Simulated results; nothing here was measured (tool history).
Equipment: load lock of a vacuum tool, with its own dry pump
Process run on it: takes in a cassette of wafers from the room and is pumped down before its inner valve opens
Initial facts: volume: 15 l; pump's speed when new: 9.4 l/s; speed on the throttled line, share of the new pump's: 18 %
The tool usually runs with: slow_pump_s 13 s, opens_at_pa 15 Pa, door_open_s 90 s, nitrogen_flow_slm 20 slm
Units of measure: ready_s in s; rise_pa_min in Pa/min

run   hour  slow_pump_s  opens_at_pa  door_open_s  nitrogen_flow_slm  incoming humidity of the room's air, %  ready_s  rise_pa_min
  1      0           13           15           90                 20                                    43.6       27        0.101
  2   72.8           13           15           90                 20                                    41.9     26.9        0.093
  3  198.7           13           15           90                 20                                    42.3     27.1          0.1
  4  310.6           13           15           90                 20                                    45.3     26.7        0.107
  5  428.8           13           15           90                 20                                    45.5     27.2        0.102
  6  532.8           12           18           40                 43                                    44.6     25.6        0.068
  7  624.2           12           18           40                 43                                    47.1     25.6        0.069
  8  696.4           12           18           40                 43                                    41.3       26        0.072
  9  810.5           12           18           40                 43                                    44.2     25.8        0.071
 10  876.5           13           20           90                 20                                    46.7     26.5         0.12

5 ways to go on from here, each from the tool as it stands after run 10. What would each give?
  A  959.4           13           17           90                 20                                      44        ?            ?
  B  959.4           12           13           90                 20                                    46.1        ?            ?
  C  959.4            7           11           90                 10                                    46.9        ?            ?
  D  959.4           10           20          177                  5                                    43.8        ?            ?
  E  959.4           13           17           90                  7                                    41.3        ?            ?

run  ready_s  rise_pa_min
  A     26.8        0.117
  B     26.3         0.11
  C     22.9        0.129
  D     24.3        0.189
  E     26.5        0.127
Take away the tool's hidden state, keep each run's random variation, and the runs would have read:
run  ready_s  rise_pa_min
  A     24.7        0.073
  B       24        0.066
  C     20.4        0.085
  D     22.1        0.146
  E     24.4        0.083

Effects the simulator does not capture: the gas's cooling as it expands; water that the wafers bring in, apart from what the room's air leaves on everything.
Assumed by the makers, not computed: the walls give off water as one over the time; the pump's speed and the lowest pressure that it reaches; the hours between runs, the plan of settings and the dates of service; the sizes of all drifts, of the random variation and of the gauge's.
